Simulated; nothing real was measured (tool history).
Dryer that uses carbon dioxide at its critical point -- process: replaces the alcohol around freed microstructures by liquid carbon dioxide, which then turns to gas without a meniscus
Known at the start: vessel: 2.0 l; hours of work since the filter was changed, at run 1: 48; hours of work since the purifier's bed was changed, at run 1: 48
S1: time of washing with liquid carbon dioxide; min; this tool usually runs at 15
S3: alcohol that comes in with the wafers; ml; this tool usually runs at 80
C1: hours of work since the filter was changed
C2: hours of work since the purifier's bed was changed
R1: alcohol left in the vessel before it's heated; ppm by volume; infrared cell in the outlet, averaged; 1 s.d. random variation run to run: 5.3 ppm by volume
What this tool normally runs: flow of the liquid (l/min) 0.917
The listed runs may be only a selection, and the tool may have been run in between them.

{"run": 1, "hour": 0.0, "S1": 15, "flow of the liquid (l/min)": 0.917, "S3": 80, "C1": 48, "C2": 48, "R1": 156}
{"run": 2, "hour": 17.3, "S1": 15, "flow of the liquid (l/min)": 0.917, "S3": 80, "C1": 60, "C2": 60, "R1": 161}
{"run": 3, "hour": 24.7, "S1": 14, "flow of the liquid (l/min)": 0.917, "S3": 80, "C1": 65, "C2": 65, "R1": 215}
{"run": 4, "hour": 41.5, "S1": 15, "flow of the liquid (l/min)": 0.917, "S3": 80, "C1": 77, "C2": 77, "R1": 180}
{"run": 5, "hour": 58.2, "S1": 15, "flow of the liquid (l/min)": 0.917, "S3": 80, "C1": 88, "C2": 88, "R1": 169}
{"run": 6, "hour": 66.5, "S1": 15, "flow of the liquid (l/min)": 0.917, "S3": 109, "C1": 94, "C2": 94, "R1": 225}
{"run": 7, "hour": 79.6, "S1": 15, "flow of the liquid (l/min)": 0.808, "S3": 60, "C1": 103, "C2": 103, "R1": 244}
{"run": 8, "hour": 88.8, "S1": 20, "flow of the liquid (l/min)": 1.189, "S3": 60, "C1": 109, "C2": 109, "R1": 44}
{"run": 9, "hour": 97.4, "S1": 20, "flow of the liquid (l/min)": 1.189, "S3": 60, "C1": 115, "C2": 115, "R1": 48}
{"run": 10, "hour": 112.6, "S1": 12, "flow of the liquid (l/min)": 0.925, "S3": 60, "C1": 125, "C2": 125, "R1": 372}

3 options for the next run, each taken on its own from the tool as it stands now. Forecast them:
{"run": "A", "hour": 127.3, "S1": 23, "flow of the liquid (l/min)": 1.226, "S3": 93, "C1": 135, "C2": 135, "R1": "?"}
{"run": "B", "hour": 127.3, "S1": 12, "flow of the liquid (l/min)": 1.293, "S3": 60, "C1": 135, "C2": 135, "R1": "?"}
{"run": "C", "hour": 127.3, "S1": 15, "flow of the liquid (l/min)": 0.659, "S3": 80, "C1": 135, "C2": 135, "R1": "?"}

run=A R1=55
run=B R1=115
run=C R1=738
Stripped of hidden state, with their random variation kept, the same runs would have yielded:
run=A R1=4
run=B R1=48
run=C R1=563
